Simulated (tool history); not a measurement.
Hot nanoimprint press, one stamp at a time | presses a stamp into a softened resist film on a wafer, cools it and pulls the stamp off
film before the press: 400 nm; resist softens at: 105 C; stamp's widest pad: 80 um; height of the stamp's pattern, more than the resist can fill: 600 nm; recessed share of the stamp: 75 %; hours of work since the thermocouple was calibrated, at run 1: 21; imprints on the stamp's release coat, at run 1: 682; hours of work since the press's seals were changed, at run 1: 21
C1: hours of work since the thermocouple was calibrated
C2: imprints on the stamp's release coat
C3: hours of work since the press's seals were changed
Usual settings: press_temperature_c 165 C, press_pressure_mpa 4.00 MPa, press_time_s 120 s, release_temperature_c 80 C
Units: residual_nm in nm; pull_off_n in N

Run 1, hour 0.0: usual settings; C1 21; C2 682; C3 21. Result: residual_nm 220.5 nm, pull_off_n 140 N.
Run 2, hour 32.8: usual settings; C1 40; C2 779; C3 40. Result: residual_nm 219.9 nm, pull_off_n 141 N.
Run 3, hour 52.7: usual settings; C1 51; C2 837; C3 51. Result: residual_nm 219.0 nm, pull_off_n 145 N.
Run 4, hour 89.3: usual settings but release_temperature_c 74 C; C1 72; C2 945; C3 72. Result: residual_nm 218.7 nm, pull_off_n 158 N.
Run 5, hour 114.1: usual settings but release_temperature_c 74 C; C1 86; C2 1017; C3 86. Result: residual_nm 216.9 nm, pull_off_n 153 N.
Run 6, hour 140.4: usual settings but release_temperature_c 74 C; C1 101; C2 1095; C3 101. Result: residual_nm 217.5 nm, pull_off_n 160 N.
Run 7, hour 161.7: usual settings but release_temperature_c 74 C; C1 113; C2 1157; C3 113. Result: residual_nm 216.6 nm, pull_off_n 161 N.
Run 8, hour 189.3: usual settings; C1 128; C2 1238; C3 128. Result: residual_nm 216.9 nm, pull_off_n 158 N.
Run 9, hour 231.6: usual settings but press_temperature_c 155 C; C1 152; C2 1362; C3 152. Result: residual_nm 318.8 nm, pull_off_n 157 N.
Run 10, hour 276.4: usual settings but press_temperature_c 155 C; C1 178; C2 1494; C3 178. Result: residual_nm 317.4 nm, pull_off_n 157 N.
Run 11, hour 313.1: usual settings but press_temperature_c 155 C; C1 198; C2 1602; C3 198. Result: residual_nm 317.5 nm, pull_off_n 172 N.
Run 12, hour 334.9: usual settings but press_temperature_c 155 C; C1 211; C2 1666; C3 211. Result: residual_nm 316.5 nm, pull_off_n 169 N.
Run 13, hour 355.6: usual settings but press_temperature_c 155 C; C1 223; C2 1726; C3 223. Result: residual_nm 316.5 nm, pull_off_n 169 N.
Run 14, hour 401.7: usual settings; C1 249; C2 1862; C3 249. Result: residual_nm 212.9 nm, pull_off_n 169 N.
At hour 441.3: plate thermocouple calibrated.
Run 15, hour 446.2: usual settings; C1 3; C2 1984; C3 272. Result: residual_nm 222.8 nm, pull_off_n 180 N.
Run 16, hour 469.8: usual settings but press_temperature_c 175 C, press_time_s 161 s; C1 16; C2 2053; C3 286. Result: residual_nm 127.0 nm, pull_off_n 177 N.
Run 17, hour 493.3: usual settings but press_temperature_c 175 C, press_time_s 161 s; C1 29; C2 2122; C3 299. Result: residual_nm 126.8 nm, pull_off_n 177 N.
Run 18, hour 522.0: usual settings but press_pressure_mpa 4.08 MPa, press_time_s 111 s, release_temperature_c 68 C; C1 46; C2 2206; C3 315. Result: residual_nm 224.2 nm, pull_off_n 203 N.
Run 19, hour 564.4: usual settings but press_pressure_mpa 4.08 MPa, press_time_s 111 s, release_temperature_c 68 C; C1 70; C2 2330; C3 339. Result: residual_nm 223.5 nm, pull_off_n 203 N.
Run 20, hour 586.8: usual settings but press_pressure_mpa 4.15 MPa, press_time_s 111 s, release_temperature_c 83 C; C1 82; C2 2396; C3 352. Result: residual_nm 222.3 nm, pull_off_n 182 N.
At hour 607.0: stamp cleaned and given a new release coat.
Run 21, hour 635.7: usual settings but press_temperature_c 159 C, press_pressure_mpa 4.15 MPa, press_time_s 111 s, release_temperature_c 87 C; C1 107; C2 84; C3 376. Result: residual_nm 282.4 nm, pull_off_n 116 N.
Run 22, hour 660.2: usual settings but press_temperature_c 173 C, release_temperature_c 66 C; C1 121; C2 156; C3 390. Result: residual_nm 152.6 nm, pull_off_n 145 N.
Run 23, hour 693.8: usual settings but press_temperature_c 173 C, press_pressure_mpa 3.40 MPa, press_time_s 224 s, release_temperature_c 68 C; C1 140; C2 255; C3 409. Result: residual_nm 131.3 nm, pull_off_n 145 N.
Run 24, hour 724.5: usual settings but press_temperature_c 173 C, press_pressure_mpa 3.40 MPa, press_time_s 224 s, release_temperature_c 68 C; C1 157; C2 345; C3 426. Result: residual_nm 131.1 nm, pull_off_n 146 N.
Run 25, hour 753.4: usual settings but press_temperature_c 173 C, press_pressure_mpa 4.21 MPa, press_time_s 224 s, release_temperature_c 75 C; C1 173; C2 430; C3 443. Result: residual_nm 116.6 nm, pull_off_n 142 N.
Run 26, hour 795.6: usual settings but press_temperature_c 173 C, press_pressure_mpa 4.21 MPa, press_time_s 224 s, release_temperature_c 75 C; C1 197; C2 554; C3 467. Result: residual_nm 116.7 nm, pull_off_n 143 N.
Run 27, hour 839.7: usual settings but press_temperature_c 173 C, press_pressure_mpa 4.21 MPa, press_time_s 224 s, release_temperature_c 75 C; C1 222; C2 683; C3 492. Result: residual_nm 115.2 nm, pull_off_n 146 N.
Run 28, hour 877.3: usual settings but press_temperature_c 163 C, press_pressure_mpa 3.99 MPa, release_temperature_c 82 C; C1 243; C2 793; C3 513. Result: residual_nm 236.0 nm, pull_off_n 139 N.
Run 29, hour 914.1: usual settings but press_temperature_c 163 C, press_pressure_mpa 3.99 MPa, release_temperature_c 82 C; C1 264; C2 901; C3 534. Result: residual_nm 234.0 nm, pull_off_n 145 N.
At hour 927.1: plate thermocouple calibrated.
Run 30, hour 946.4: usual settings; C1 11; C2 988; C3 550. Result: residual_nm 222.1 nm, pull_off_n 152 N.

Measured less the same run without the tool's hidden state. The same run-to-run variation is in both; the gauge's scatter may not be:
The hidden state here: true temperature over the reading, C; pressure that arrives at the usual setting, %; grip of the stamp's worn release coat, % over a new coat's; drift of the gauge itself on residual_nm, %; drift of the gauge itself on pull_off_n, %.
run  residual_nm  pull_off_n
  1         -0.3         +17
  2         -0.8         +19
  3         -1.1         +21
  4         -1.7         +25
  5         -2.2         +26
  6         -2.6         +29
  7         -3.0         +31
  8         -3.6         +32
  9         -4.3         +34
 10         -5.0         +36
 11         -5.6         +42
 12         -6.0         +43
 13         -6.4         +44
 14         -7.0         +47
 15         +2.3         +53
 16         +1.3         +54
 17         +1.0         +55
 18         +1.1         +65
 19         +0.5         +68
 20         +0.2         +62
 21         -0.9          +1
 22         -0.5          +4
 23         -1.0          +6
 24         -1.4          +9
 25         -1.2         +10
 26         -1.6         +13
 27         -2.0         +17
 28         -5.0         +18
 29         -5.8         +21
 30         +3.8         +26
